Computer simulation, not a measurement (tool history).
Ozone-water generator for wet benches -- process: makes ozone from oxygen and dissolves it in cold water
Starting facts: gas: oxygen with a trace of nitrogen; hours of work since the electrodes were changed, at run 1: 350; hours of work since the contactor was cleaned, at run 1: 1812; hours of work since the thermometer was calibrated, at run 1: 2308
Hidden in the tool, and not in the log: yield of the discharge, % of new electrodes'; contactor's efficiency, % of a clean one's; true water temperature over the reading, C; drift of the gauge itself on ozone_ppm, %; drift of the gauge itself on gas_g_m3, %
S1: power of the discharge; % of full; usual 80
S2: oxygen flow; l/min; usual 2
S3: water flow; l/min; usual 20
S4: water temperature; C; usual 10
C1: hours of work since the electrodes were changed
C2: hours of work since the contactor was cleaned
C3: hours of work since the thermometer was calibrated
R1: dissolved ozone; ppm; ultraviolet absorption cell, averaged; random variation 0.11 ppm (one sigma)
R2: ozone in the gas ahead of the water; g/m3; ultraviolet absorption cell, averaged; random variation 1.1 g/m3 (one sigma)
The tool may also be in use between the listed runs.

run 1 hour=0 | S1=80 S2=2 S3=20 S4=10 | C1=350 C2=1812 C3=2308 | R1=7.7 R2=183.2
run 2 hour=45.2 | S1=80 S2=2 S3=20 S4=10 | C1=379 C2=1840 C3=2337 | R1=7.5 R2=182.7
run 3 hour=97.4 | S1=80 S2=2 S3=20 S4=10 | C1=412 C2=1873 C3=2370 | R1=7.5 R2=181.4
run 4 hour=151 | S1=80 S2=2 S3=20 S4=10 | C1=446 C2=1907 C3=2404 | R1=7.8 R2=180.7
run 5 hour=224.4 | S1=80 S2=2 S3=20 S4=9 | C1=492 C2=1954 C3=2450 | R1=7.6 R2=180.5
run 6 hour=301.1 | S1=80 S2=2 S3=20 S4=9 | C1=541 C2=2002 C3=2499 | R1=7.6 R2=178.9
run 7 hour=342.6 | S1=80 S2=2 S3=20 S4=9 | C1=567 C2=2029 C3=2525 | R1=7.7 R2=179.2
run 8 hour=393.1 | S1=80 S2=2 S3=20 S4=9 | C1=599 C2=2060 C3=2557 | R1=7.6 R2=178.7
run 9 hour=473.2 | S1=80 S2=2 S3=20 S4=9 | C1=650 C2=2111 C3=2608 | R1=7.4 R2=178.7
run 10 hour=524.8 | S1=80 S2=2 S3=20 S4=9 | C1=682 C2=2144 C3=2640 | R1=7.4 R2=180.4
run 11 hour=567.9 | S1=80 S2=2 S3=20 S4=6 | C1=710 C2=2171 C3=2668 | R1=7.7 R2=180.1
run 12 hour=611.6 | S1=80 S2=2 S3=15 S4=10 | C1=737 C2=2199 C3=2695 | R1=10 R2=179.8
run 13 hour=676.3 | S1=80 S2=2 S3=20 S4=15 | C1=778 C2=2240 C3=2736 | R1=7.2 R2=178.7
run 14 hour=730 | S1=80 S2=2 S3=20 S4=15 | C1=812 C2=2274 C3=2770 | R1=7.2 R2=178.4
run 15 hour=802.1 | S1=80 S2=2 S3=20 S4=15 | C1=858 C2=2319 C3=2816 | R1=7 R2=178.6
run 16 hour=880.3 | S1=80 S2=2 S3=20 S4=15 | C1=907 C2=2369 C3=2865 | R1=7.1 R2=178.8
run 17 hour=931.3 | S1=80 S2=2 S3=23 S4=15 | C1=939 C2=2401 C3=2897 | R1=6 R2=177.7
run 18 hour=997.2 | S1=80 S2=3.31 S3=21 S4=10 | C1=981 C2=2443 C3=2939 | R1=8.1 R2=141.6
run 19 hour=1035.6 | S1=53 S2=2 S3=28 S4=10 | C1=1005 C2=2467 C3=2963 | R1=3.8 R2=137.6
run 20 hour=1098.2 | S1=53 S2=2 S3=13 S4=10 | C1=1045 C2=2507 C3=3003 | R1=9.1 R2=136.8
run 21 hour=1146.1 | S1=80 S2=2 S3=20 S4=5 | C1=1075 C2=2537 C3=3033 | R1=7.6 R2=178.2
run 22 hour=1215.4 | S1=45 S2=2 S3=22 S4=5 | C1=1119 C2=2581 C3=3077 | R1=4.6 R2=124.1
run 23 hour=1258 | S1=45 S2=2 S3=22 S4=5 | C1=1146 C2=2608 C3=3104 | R1=4.8 R2=124.6
run 24 hour=1298.8 | S1=45 S2=2 S3=22 S4=5 | C1=1172 C2=2633 C3=3130 | R1=4.7 R2=124.4
run 25 hour=1376.3 | S1=54 S2=1.16 S3=20 S4=16 | C1=1221 C2=2683 C3=3179 | R1=4.4 R2=177.1

A few steps of R1 between consecutive runs. Split each: what settings, incoming material and random variation would produce without the hidden state, and what is left over for the hidden state, along with gauge scatter present in only one of the two compared results (measured, and without hidden state):
Run 18 -> 19: S1 80 -> 53, S2 3.31 -> 2, S3 21 -> 28. R1 -4.3 ppm: hidden state +0.6, all else -4.9.
Run 19 -> 20: S3 28 -> 13. R1 +5.3 ppm: hidden state -0.6, all else +5.9.

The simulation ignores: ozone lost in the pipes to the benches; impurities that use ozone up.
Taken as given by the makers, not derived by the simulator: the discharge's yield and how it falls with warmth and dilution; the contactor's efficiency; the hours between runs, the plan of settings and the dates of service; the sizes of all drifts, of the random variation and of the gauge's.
